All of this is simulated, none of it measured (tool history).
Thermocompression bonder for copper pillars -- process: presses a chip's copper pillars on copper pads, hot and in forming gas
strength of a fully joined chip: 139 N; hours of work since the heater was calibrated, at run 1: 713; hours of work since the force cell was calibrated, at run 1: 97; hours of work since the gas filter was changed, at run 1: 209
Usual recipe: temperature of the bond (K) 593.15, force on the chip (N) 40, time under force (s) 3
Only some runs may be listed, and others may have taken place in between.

run    hour  temperature of the bond (K)  force on the chip (N)  time under force (s)  hours of work since the heater was calibrated  hours of work since the force cell was calibrated  hours of work since the gas filter was changed  force that shears a chip off (N)
  1       0                       593.15                     40                     3                                            713                                                 97                                             209                              84.7
  2    74.4                       593.15                     40                     3                                            743                                                127                                             238                              84.4
      155.1  -- forming gas filter changed
  3   158.4                       585.15                     40                     3                                            776                                                161                                               1                              81.7
  4   206.4                       593.15                     40                     3                                            796                                                180                                              21                              86.7
  5   261.4                       593.15                     40                     3                                            818                                                202                                              43                              86.2
  6   332.4                       593.15                     40                     3                                            846                                                230                                              71                              86.8
  7   395.1                       591.15                     40                     3                                            871                                                255                                              96                              84.8
  8   477.7                       591.15                     40                     3                                            904                                                288                                             129                              84.8
  9   563.9                       593.15                     40                     3                                            939                                                323                                             164                              85.6
 10   633.3                       593.15                     40                     3                                            966                                                351                                             191                              84.6
 11   697.6                       593.15                     40                     3                                            992                                                376                                             217                              84.5
 12   796.6                       593.15                     40                     3                                           1032                                                416                                             257                              82.9
      838.2  -- forming gas filter changed
 13   867.4                       593.15                     40                     3                                           1060                                                444                                              12                              86.6
 14   955.4                       593.15                     40                     3                                           1095                                                479                                              47                              85.6
 15  1058.4                       593.15                     40                     3                                           1136                                                520                                              88                              85.1
 16  1129.4                       593.15                     40                     3                                           1165                                                549                                             116                              84.4
 17  1189.2                       593.15                     40                     3                                           1189                                                573                                             140                              83.8
 18  1276.4                       593.15                     40                     3                                           1223                                                608                                             175                              83.5
 19  1380.4                       593.15                     40                     3                                           1265                                                649                                             217                              83.5
 20  1439.4                       593.15                     40                     3                                           1289                                                673                                             241                              82.9
     1515.5  -- forming gas filter changed
 21  1534.5                       593.15                     40                     3                                           1326                                                711                                               8                              85.4
 22  1608.4                       600.15                     40                     5                                           1356                                                740                                              37                             101.6
 23  1711.1                       600.15                     40                     5                                           1397                                                781                                              78                               101
     1718.7  -- heater calibrated with a thermocouple chip
 24  1775.3                       600.15                     40                     5                                             23                                                806                                             103                             107.3
 25  1870.8                       602.15                     40                     7                                             61                                                845                                             141                             116.2
 26  1948.1                       596.15                     40                     2                                             92                                                875                                             172                              83.1
 27  2030.2                       598.15                     40                     7                                            125                                                908                                             205                             111.7
 28  2129.1                       621.15                     40                     5                                            164                                                948                                             245                               116
     2192.6  -- forming gas filter changed
 29  2192.6                       622.15                     40                     3                                            189                                                973                                               0                             108.5
 30  2236.8                       593.15                     31                     2                                            207                                                991                                              18                              65.5
 31  2325.1                       593.15                     60                     4                                            242                                               1026                                              53                             122.8
 32  2409.5                       568.15                     31                     8                                            276                                               1060                                              87                              82.7
 33  2455.6                       613.15                     40                     3                                            295                                               1078                                             105                             101.9
 34  2536.8                       595.15                     32                     2                                            327                                               1111                                             138                              65.9
 35  2638.5                       617.15                     40                     2                                            368                                               1151                                             178                              93.5
 36  2683.7                       567.15                     32                     6                                            386                                               1170                                             197                              75.4
 37  2751.1                       608.15                     37                     9                                            413                                               1197                                             223                             115.2
 38    2853                       574.15                     54                     3                                            454                                               1237                                             264                              96.4
     2870.8  -- forming gas filter changed
 39  2906.1                       574.15                     54                     3                                            475                                               1258                                              14                             100.6

Some steps in force that shears a chip off (N) between neighbouring runs. How much of each would the tool show without its hidden state too (settings, what came in, random variation), and how much is left for the hidden state, with any gauge scatter that isn't in both results?
Hidden state at play: true temperature of the bond over the reading, C; force that reaches the chip, % of what is set; oxide that the forming gas leaves, % of the face; drift of the gauge itself on shear_n, %.
Run 23 -> 24: heater calibrated with a thermocouple chip. force that shears a chip off (N) +6.3: hidden state +7.1, all else -0.8.
Run 28 -> 29: temperature of the bond (K) 621.15 -> 622.15, time under force (s) 5 -> 3, forming gas filter changed. force that shears a chip off (N) -7.5: hidden state +4, all else -11.5.
Run 29 -> 30: temperature of the bond (K) 622.15 -> 593.15, force on the chip (N) 40 -> 31, time under force (s) 3 -> 2. force that shears a chip off (N) -43: hidden state -0.2, all else -42.8.
Run 30 -> 31: force on the chip (N) 31 -> 60, time under force (s) 2 -> 4. force that shears a chip off (N) +57.3: hidden state -1.1, all else +58.4.
Run 31 -> 32: temperature of the bond (K) 593.15 -> 568.15, force on the chip (N) 60 -> 31, time under force (s) 4 -> 8. force that shears a chip off (N) -40.1: hidden state -0.1, all else -40.
Run 38 -> 39: forming gas filter changed. force that shears a chip off (N) +4.2: hidden state +3.5, all else +0.7.

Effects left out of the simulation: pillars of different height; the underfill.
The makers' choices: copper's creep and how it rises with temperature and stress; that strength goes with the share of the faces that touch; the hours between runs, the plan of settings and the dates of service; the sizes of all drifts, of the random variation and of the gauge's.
